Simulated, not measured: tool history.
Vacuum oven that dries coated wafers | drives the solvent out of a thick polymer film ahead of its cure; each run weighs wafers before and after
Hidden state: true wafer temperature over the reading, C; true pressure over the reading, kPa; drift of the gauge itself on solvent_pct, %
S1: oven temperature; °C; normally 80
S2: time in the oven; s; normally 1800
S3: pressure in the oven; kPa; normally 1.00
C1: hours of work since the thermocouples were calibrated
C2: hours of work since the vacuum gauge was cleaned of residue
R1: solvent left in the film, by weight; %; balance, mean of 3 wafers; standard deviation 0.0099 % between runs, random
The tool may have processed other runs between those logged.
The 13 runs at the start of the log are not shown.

run,hour,S1,S2,S3,C1,C2,R1
14,529.9,80,2340,1.00,657,1055,2.224
15,552.2,80,2340,1.00,666,1064,2.215
16,575.4,80,1800,1.00,676,1073,3.274
17,610.0,80,1800,1.00,690,1088,3.245
# hour 628.1: vacuum gauge cleaned of residue and calibrated
18,639.4,80,2400,1.00,701,5,2.008
19,688.7,80,1740,1.00,721,25,3.271
20,724.3,85,1740,0.97,736,39,2.087
# hour 753.1: oven's thermocouples calibrated
21,780.0,85,1740,0.97,11,61,2.293
22,825.4,80,1380,1.62,30,80,4.721
23,877.1,80,2220,1.82,51,101,2.718
24,909.3,80,2220,1.82,64,114,2.724
25,960.7,76,3240,2.20,85,135,2.381
26,1007.6,76,3240,2.20,104,154,2.385
27,1059.1,66,1140,1.44,125,175,9.285
28,1086.3,78,3060,2.31,136,186,2.156
29,1114.5,78,3060,2.31,148,198,2.149
30,1152.2,78,3060,2.31,163,213,2.126
31,1204.0,78,3060,2.31,184,234,2.152
32,1237.1,67,1140,0.92,198,248,8.939
33,1259.5,67,1140,0.92,207,257,8.904
34,1303.1,79,1200,0.92,225,275,5.515
35,1331.5,93,1200,1.00,236,286,1.952
36,1364.8,80,1140,1.00,250,300,5.472
37,1390.5,80,1140,1.00,260,311,5.472
38,1416.0,77,1800,2.51,271,321,4.534

Forecast each of these 3 alternatives for the next run:
A,1455.6,87,1680,2.51,287,337,?
B,1455.6,77,960,2.51,287,337,?
C,1455.6,80,2580,2.79,287,337,?

run,R1
A,2.259
B,7.342
C,2.373
With no hidden state in the tool, these same runs would have given:
run,R1
A,2.293
B,7.394
C,2.400
